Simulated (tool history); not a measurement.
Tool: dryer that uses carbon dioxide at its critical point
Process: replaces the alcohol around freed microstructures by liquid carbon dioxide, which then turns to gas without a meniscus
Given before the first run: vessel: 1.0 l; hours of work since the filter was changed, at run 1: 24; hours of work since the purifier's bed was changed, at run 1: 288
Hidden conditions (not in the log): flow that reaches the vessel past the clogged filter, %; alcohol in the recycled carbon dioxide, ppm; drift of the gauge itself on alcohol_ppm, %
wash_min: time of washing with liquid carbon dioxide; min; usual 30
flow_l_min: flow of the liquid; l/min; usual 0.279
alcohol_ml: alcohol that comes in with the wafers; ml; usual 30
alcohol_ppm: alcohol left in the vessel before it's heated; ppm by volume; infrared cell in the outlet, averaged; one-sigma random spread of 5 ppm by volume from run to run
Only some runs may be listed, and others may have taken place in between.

| run | hour | wash_min | flow_l_min | alcohol_ml | hours of work since the filter was changed | hours of work since the purifier's bed was changed | alcohol_ppm |
|---|---|---|---|---|---|---|---|
| 1 | 0 | 30 | 0.279 | 30 | 24 | 288 | 60 |
| 2 | 20.2 | 41 | 0.279 | 30 | 35 | 299 | 19 |
| 3 | 42.5 | 41 | 0.279 | 30 | 48 | 311 | 8 |
| 4 | 54.1 | 41 | 0.279 | 30 | 54 | 317 | 28 |
| 5 | 66.2 | 30 | 0.279 | 30 | 61 | 324 | 54 |
| 6 | 89.8 | 30 | 0.279 | 30 | 74 | 337 | 72 |
| 7 | 110.8 | 30 | 0.279 | 30 | 85 | 349 | 57 |
| 8 | 138.1 | 43 | 0.178 | 20 | 100 | 364 | 64 |
| 9 | 160.4 | 30 | 0.279 | 70 | 113 | 376 | 134 |
| 10 | 173.6 | 30 | 0.279 | 70 | 120 | 383 | 138 |
| 11 | 186.6 | 30 | 0.387 | 24 | 127 | 390 | 28 |
| 12 | 208.8 | 30 | 0.387 | 24 | 139 | 403 | 33 |
| 13 | 230.4 | 30 | 0.387 | 24 | 151 | 414 | 27 |

Had the tool no unlogged condition, and each run kept its random variation, what would the results have been?
| run | alcohol_ppm |
|---|---|
| 1 | 43 |
| 2 | 4 |
| 3 | 0 |
| 4 | 12 |
| 5 | 29 |
| 6 | 43 |
| 7 | 26 |
| 8 | 30 |
| 9 | 69 |
| 10 | 68 |
| 11 | 7 |
| 12 | 11 |
| 13 | 4 |

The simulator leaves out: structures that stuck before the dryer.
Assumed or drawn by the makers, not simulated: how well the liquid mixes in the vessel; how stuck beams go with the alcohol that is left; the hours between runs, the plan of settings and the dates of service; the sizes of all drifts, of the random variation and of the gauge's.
